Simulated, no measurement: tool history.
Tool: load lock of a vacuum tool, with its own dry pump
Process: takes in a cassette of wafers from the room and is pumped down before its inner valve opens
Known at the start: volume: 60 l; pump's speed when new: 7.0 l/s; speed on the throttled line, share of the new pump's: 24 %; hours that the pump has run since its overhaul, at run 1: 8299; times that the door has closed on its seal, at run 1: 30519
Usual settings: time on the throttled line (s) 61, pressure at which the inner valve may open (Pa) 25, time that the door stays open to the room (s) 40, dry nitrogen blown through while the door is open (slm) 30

run,hour,time on the throttled line (s),pressure at which the inner valve may open (Pa),time that the door stays open to the room (s),dry nitrogen blown through while the door is open (slm),hours that the pump has run since its overhaul,times that the door has closed on its seal,"incoming humidity of the room's air, %",time from the closed door until the inner valve may open (s),rise of the pressure with all valves shut (Pa/min)
1,0,61,25,40,30,8299,30519,46.1,129.9,0.35
2,428.1,61,25,40,30,8727,32550,44.3,131.5,0.388
3,706.4,61,25,40,30,9005,33870,46.3,131.1,0.406
4,1139.3,61,25,40,30,9438,35923,48.9,130.3,0.441
5,1595.3,61,25,40,30,9894,38086,43.8,131.2,0.472
# hour 1820.3: dry pump taken out, an overhauled one fitted
6,1964.4,61,25,26,30,144,39809,43,117.4,0.51
7,2213.5,61,25,103,30,393,40990,45.2,119.2,0.537
# hour 2379.8: door's seal changed, seat wiped
8,2601.1,61,25,40,30,779,1050,45.7,117.2,0.018
9,2845.7,61,33,40,30,1024,2210,43.3,115,0.023
10,3122.4,61,33,40,30,1301,3523,44.3,116.6,0.024
11,3341.5,61,42,40,30,1520,4562,43.9,113.1,0.029
12,3568.1,61,25,40,16,1746,5637,45.5,119.3,0.038
13,3905.2,61,25,40,16,2083,7236,46.6,120,0.052
14,4159,61,25,40,16,2337,8440,47.2,121,0.058
15,4486.3,61,25,40,16,2664,9992,43.1,120.5,0.073
16,4739.6,61,25,40,16,2918,11194,42.8,119.4,0.077
17,4942,61,25,40,16,3120,12154,46.2,120.4,0.083
18,5271.1,61,42,40,30,3449,13715,48.1,115.2,0.091
19,5485.3,61,42,40,30,3663,14731,48.8,115.6,0.106
20,5781.9,61,39,25,30,3960,16138,44.1,115.8,0.113
21,6073,99,35,238,34,4251,17519,45.8,148.5,0.145
22,6273.3,79,38,60,34,4451,18469,44.1,131.8,0.143
23,6679.7,74,38,45,5,4858,20396,44.6,128,0.174
24,6883.6,51,25,40,30,5062,21364,45.1,116.7,0.183
25,7311.5,60,37,35,40,5490,23393,45.8,120.8,0.206
26,7728.8,60,37,35,40,5907,25373,43.9,119.5,0.226
27,8079.7,60,37,35,40,6258,27037,46.5,120.4,0.248
28,8523.8,94,49,165,5,6702,29144,44.2,143,0.313
29,8789.5,61,25,77,30,6968,30404,43.8,125.2,0.314
30,9093.2,30,25,40,4,7271,31845,42.9,103.1,0.34
31,9536.1,111,26,40,28,7714,33946,44.5,163.7,0.362
32,9871,61,25,113,30,8049,35534,43.7,127.4,0.399
33,10341,61,33,37,21,8519,37764,47.6,126.2,0.423
34,10623.8,40,36,162,5,8802,39105,42.6,109.7,0.48
35,11073,61,44,47,30,9251,41236,47,122.7,0.499
# hour 11208.8: door's seal changed, seat wiped
36,11428.4,61,44,47,30,9605,1042,43.5,123.3,0.016
37,11679.6,61,44,47,30,9856,2233,46.3,125.7,0.024

Hidden state at the last listed run before each entry between runs and at the first one after, where it differs:
Between runs 5 and 6: dry pump taken out, an overhauled one fitted (hour 1820.3)
  pump's speed, % of a new pump's: 79.8 -> 100; leak at the door's seal, Pa l/s: 0.4754 -> 0.5062
  measured less the result without the state, time from the closed door until the inner valve may open (s): +14.4 -> +0; rise of the pressure with all valves shut (Pa/min): +0.468 -> +0.503
Between runs 7 and 8: door's seal changed, seat wiped (hour 2379.8)
  pump's speed, % of a new pump's: 99.6 -> 98.8; leak at the door's seal, Pa l/s: 0.5242 -> 0.0055
  measured less the result without the state, time from the closed door until the inner valve may open (s): +0.2 -> +0.6; rise of the pressure with all valves shut (Pa/min): +0.52 -> +0.003
Between runs 35 and 36: door's seal changed, seat wiped (hour 11208.8)
  pump's speed, % of a new pump's: 82.2 -> 81.5; leak at the door's seal, Pa l/s: 0.4859 -> 0.0058
  measured less the result without the state, time from the closed door until the inner valve may open (s): +11.3 -> +11.8; rise of the pressure with all valves shut (Pa/min): +0.488 -> +0.004
